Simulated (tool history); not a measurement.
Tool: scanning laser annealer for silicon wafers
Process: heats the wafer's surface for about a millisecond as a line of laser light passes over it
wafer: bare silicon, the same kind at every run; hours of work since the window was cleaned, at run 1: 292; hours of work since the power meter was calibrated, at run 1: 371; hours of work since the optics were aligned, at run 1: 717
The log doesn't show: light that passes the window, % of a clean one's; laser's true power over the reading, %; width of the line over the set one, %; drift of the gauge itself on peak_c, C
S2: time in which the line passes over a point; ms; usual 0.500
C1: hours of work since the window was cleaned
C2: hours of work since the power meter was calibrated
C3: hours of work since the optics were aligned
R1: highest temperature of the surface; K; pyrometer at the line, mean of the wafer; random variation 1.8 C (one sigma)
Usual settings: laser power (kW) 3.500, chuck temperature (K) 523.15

{"run": 1, "hour": 0.0, "laser power (kW)": 3.5, "S2": 0.5, "chuck temperature (K)": 523.15, "C1": 292, "C2": 371, "C3": 717, "R1": 1194.15}
{"run": 2, "hour": 16.5, "laser power (kW)": 3.5, "S2": 0.5, "chuck temperature (K)": 523.15, "C1": 302, "C2": 382, "C3": 728, "R1": 1193.15}
{"run": 3, "hour": 30.7, "laser power (kW)": 3.5, "S2": 0.5, "chuck temperature (K)": 523.15, "C1": 311, "C2": 390, "C3": 737, "R1": 1191.15}
{"run": 4, "hour": 53.1, "laser power (kW)": 3.5, "S2": 0.5, "chuck temperature (K)": 523.15, "C1": 325, "C2": 404, "C3": 751, "R1": 1188.15}
{"run": 5, "hour": 70.4, "laser power (kW)": 3.5, "S2": 0.5, "chuck temperature (K)": 523.15, "C1": 336, "C2": 415, "C3": 761, "R1": 1192.15}
{"run": 6, "hour": 84.1, "laser power (kW)": 3.5, "S2": 0.56, "chuck temperature (K)": 523.15, "C1": 344, "C2": 424, "C3": 770, "R1": 1230.15}
{"hour": 97.1, "done": "optics aligned, line set to its width"}
{"run": 7, "hour": 103.6, "laser power (kW)": 3.5, "S2": 0.56, "chuck temperature (K)": 523.15, "C1": 353, "C2": 433, "C3": 4, "R1": 1239.15}
{"run": 8, "hour": 122.7, "laser power (kW)": 3.5, "S2": 0.56, "chuck temperature (K)": 523.15, "C1": 365, "C2": 445, "C3": 16, "R1": 1237.15}
{"run": 9, "hour": 139.0, "laser power (kW)": 3.5, "S2": 0.5, "chuck temperature (K)": 523.15, "C1": 375, "C2": 455, "C3": 26, "R1": 1194.15}
{"run": 10, "hour": 152.4, "laser power (kW)": 3.5, "S2": 0.5, "chuck temperature (K)": 523.15, "C1": 384, "C2": 463, "C3": 35, "R1": 1195.15}
{"run": 11, "hour": 164.3, "laser power (kW)": 3.5, "S2": 0.5, "chuck temperature (K)": 523.15, "C1": 391, "C2": 471, "C3": 42, "R1": 1194.15}
{"run": 12, "hour": 174.1, "laser power (kW)": 3.5, "S2": 0.466, "chuck temperature (K)": 523.15, "C1": 397, "C2": 477, "C3": 48, "R1": 1175.15}
{"run": 13, "hour": 194.5, "laser power (kW)": 3.5, "S2": 0.466, "chuck temperature (K)": 523.15, "C1": 410, "C2": 490, "C3": 61, "R1": 1173.15}
{"run": 14, "hour": 213.1, "laser power (kW)": 3.5, "S2": 0.466, "chuck temperature (K)": 523.15, "C1": 422, "C2": 501, "C3": 73, "R1": 1167.15}
{"run": 15, "hour": 231.4, "laser power (kW)": 3.5, "S2": 0.466, "chuck temperature (K)": 523.15, "C1": 433, "C2": 513, "C3": 84, "R1": 1168.15}
{"run": 16, "hour": 253.9, "laser power (kW)": 3.5, "S2": 0.466, "chuck temperature (K)": 523.15, "C1": 447, "C2": 527, "C3": 98, "R1": 1168.15}
{"run": 17, "hour": 265.0, "laser power (kW)": 3.5, "S2": 0.466, "chuck temperature (K)": 523.15, "C1": 454, "C2": 534, "C3": 105, "R1": 1166.15}
{"run": 18, "hour": 282.8, "laser power (kW)": 3.5, "S2": 0.466, "chuck temperature (K)": 523.15, "C1": 465, "C2": 545, "C3": 116, "R1": 1168.15}
{"run": 19, "hour": 302.2, "laser power (kW)": 3.5, "S2": 0.5, "chuck temperature (K)": 523.15, "C1": 477, "C2": 557, "C3": 128, "R1": 1188.15}
{"run": 20, "hour": 318.4, "laser power (kW)": 3.5, "S2": 0.5, "chuck temperature (K)": 523.15, "C1": 487, "C2": 567, "C3": 138, "R1": 1183.15}
{"hour": 329.8, "done": "window over the wafer cleaned"}
{"run": 21, "hour": 334.8, "laser power (kW)": 3.5, "S2": 0.5, "chuck temperature (K)": 523.15, "C1": 3, "C2": 576, "C3": 147, "R1": 1225.15}
{"run": 22, "hour": 344.2, "laser power (kW)": 3.424, "S2": 0.381, "chuck temperature (K)": 523.15, "C1": 9, "C2": 582, "C3": 153, "R1": 1122.15}
{"run": 23, "hour": 359.4, "laser power (kW)": 3.424, "S2": 0.381, "chuck temperature (K)": 523.15, "C1": 19, "C2": 591, "C3": 163, "R1": 1120.15}
{"run": 24, "hour": 382.8, "laser power (kW)": 3.424, "S2": 0.381, "chuck temperature (K)": 523.15, "C1": 33, "C2": 606, "C3": 177, "R1": 1117.15}
{"run": 25, "hour": 402.9, "laser power (kW)": 3.424, "S2": 0.381, "chuck temperature (K)": 523.15, "C1": 46, "C2": 619, "C3": 190, "R1": 1119.15}
{"run": 26, "hour": 421.2, "laser power (kW)": 3.424, "S2": 0.381, "chuck temperature (K)": 523.15, "C1": 57, "C2": 630, "C3": 201, "R1": 1118.15}
{"run": 27, "hour": 440.6, "laser power (kW)": 3.119, "S2": 0.5, "chuck temperature (K)": 523.15, "C1": 69, "C2": 642, "C3": 213, "R1": 1144.15}
{"run": 28, "hour": 450.8, "laser power (kW)": 3.119, "S2": 0.5, "chuck temperature (K)": 523.15, "C1": 76, "C2": 649, "C3": 220, "R1": 1145.15}
{"run": 29, "hour": 465.0, "laser power (kW)": 3.571, "S2": 0.5, "chuck temperature (K)": 523.15, "C1": 84, "C2": 657, "C3": 229, "R1": 1230.15}
{"run": 30, "hour": 484.3, "laser power (kW)": 3.234, "S2": 0.58, "chuck temperature (K)": 500.15, "C1": 97, "C2": 670, "C3": 241, "R1": 1194.15}
{"run": 31, "hour": 504.6, "laser power (kW)": 3.458, "S2": 0.48, "chuck temperature (K)": 508.15, "C1": 109, "C2": 682, "C3": 253, "R1": 1182.15}
{"run": 32, "hour": 522.4, "laser power (kW)": 3.458, "S2": 0.48, "chuck temperature (K)": 508.15, "C1": 120, "C2": 693, "C3": 265, "R1": 1177.15}
{"run": 33, "hour": 536.9, "laser power (kW)": 3.829, "S2": 0.5, "chuck temperature (K)": 491.15, "C1": 129, "C2": 702, "C3": 274, "R1": 1244.15}
{"run": 34, "hour": 559.9, "laser power (kW)": 3.398, "S2": 0.571, "chuck temperature (K)": 536.15, "C1": 144, "C2": 717, "C3": 288, "R1": 1253.15}
{"run": 35, "hour": 579.1, "laser power (kW)": 3.65, "S2": 0.506, "chuck temperature (K)": 488.15, "C1": 156, "C2": 729, "C3": 300, "R1": 1208.15}
{"run": 36, "hour": 602.5, "laser power (kW)": 3.65, "S2": 0.506, "chuck temperature (K)": 488.15, "C1": 170, "C2": 743, "C3": 315, "R1": 1207.15}
{"run": 37, "hour": 621.8, "laser power (kW)": 3.333, "S2": 0.5, "chuck temperature (K)": 512.15, "C1": 182, "C2": 755, "C3": 327, "R1": 1163.15}
{"run": 38, "hour": 642.9, "laser power (kW)": 3.114, "S2": 0.529, "chuck temperature (K)": 501.15, "C1": 196, "C2": 769, "C3": 340, "R1": 1128.15}
{"run": 39, "hour": 658.4, "laser power (kW)": 3.5, "S2": 0.5, "chuck temperature (K)": 512.15, "C1": 205, "C2": 778, "C3": 350, "R1": 1193.15}
{"run": 40, "hour": 681.1, "laser power (kW)": 3.636, "S2": 0.62, "chuck temperature (K)": 523.15, "C1": 220, "C2": 793, "C3": 364, "R1": 1312.15}
{"run": 41, "hour": 696.6, "laser power (kW)": 3.5, "S2": 0.5, "chuck temperature (K)": 497.15, "C1": 229, "C2": 802, "C3": 373, "R1": 1180.15}

4 ways to go on from here, each from the tool as it stands after run 41. What would each give?
{"run": "A", "hour": 716.1, "laser power (kW)": 3.201, "S2": 0.442, "chuck temperature (K)": 523.15, "C1": 241, "C2": 814, "C3": 386, "R1": "?"}
{"run": "B", "hour": 716.1, "laser power (kW)": 3.5, "S2": 0.5, "chuck temperature (K)": 526.15, "C1": 241, "C2": 814, "C3": 386, "R1": "?"}
{"run": "C", "hour": 716.1, "laser power (kW)": 3.5, "S2": 0.384, "chuck temperature (K)": 523.15, "C1": 241, "C2": 814, "C3": 386, "R1": "?"}
{"run": "D", "hour": 716.1, "laser power (kW)": 3.573, "S2": 0.5, "chuck temperature (K)": 529.15, "C1": 241, "C2": 814, "C3": 386, "R1": "?"}

run=A R1=1108.15
run=B R1=1208.15
run=C R1=1121.15
run=D R1=1220.15
Without the tool's hidden state the same runs would have given:
run=A R1=1130.15
run=B R1=1232.15
run=C R1=1143.15
run=D R1=1245.15

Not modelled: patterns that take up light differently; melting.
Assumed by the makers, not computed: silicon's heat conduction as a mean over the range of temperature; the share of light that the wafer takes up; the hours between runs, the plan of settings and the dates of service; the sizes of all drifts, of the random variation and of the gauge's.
